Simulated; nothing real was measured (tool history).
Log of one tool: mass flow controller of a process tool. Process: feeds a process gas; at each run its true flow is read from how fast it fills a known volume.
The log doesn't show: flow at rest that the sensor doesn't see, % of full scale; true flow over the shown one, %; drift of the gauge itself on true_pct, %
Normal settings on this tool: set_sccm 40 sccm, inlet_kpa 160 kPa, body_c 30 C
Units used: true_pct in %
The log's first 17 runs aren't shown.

run,hour,set_sccm,inlet_kpa,body_c,hours of work since the controller was set to zero,hours of work since the controller was changed,true_pct
18,2081,40,160,30,3583,3583,95.19
19,2218.9,40,160,25,3666,3666,94.9
20,2355.3,40,160,21,3747,3747,94.74
21,2450.1,16,161,23,3804,3804,89.5
22,2573.5,10,243,31,3877,3877,84.72
# hour 2589.2: controller's zero set anew
23,2690.8,43,155,34,61,3947,93.56
24,2806.6,44,227,21,130,4016,93.46
25,2881.8,40,234,30,175,4061,93.13
26,2958.5,40,186,30,221,4107,93.01
27,3050.4,40,186,30,275,4162,92.91
# hour 3119.7: controller's zero set anew, once more
28,3196.7,30,200,21,46,4249,97.4
29,3353.1,40,196,30,139,4342,97.78
30,3507.3,40,196,30,231,4434,97.68
31,3603.2,40,196,30,289,4492,97.62
32,3700.3,40,199,31,347,4550,97.64
33,3787.9,83,160,27,399,4602,98.56
34,3884.2,83,160,27,457,4660,98.62
35,4001.1,40,150,27,526,4729,97.18
36,4086.1,40,150,27,577,4780,97.41
37,4227.4,14,160,26,661,4864,95.38

Below are 3 alternative next runs, each starting from the tool's condition after run 37. Predict each:
A,4407.5,14,167,26,769,4972,?
B,4407.5,57,155,21,769,4972,?
C,4407.5,40,215,30,769,4972,?

run,true_pct
A,95.17
B,97.52
C,97.25
Had the tool no hidden state, the same runs would have come out as:
run,true_pct
A,97.96
B,98.88
C,98.81
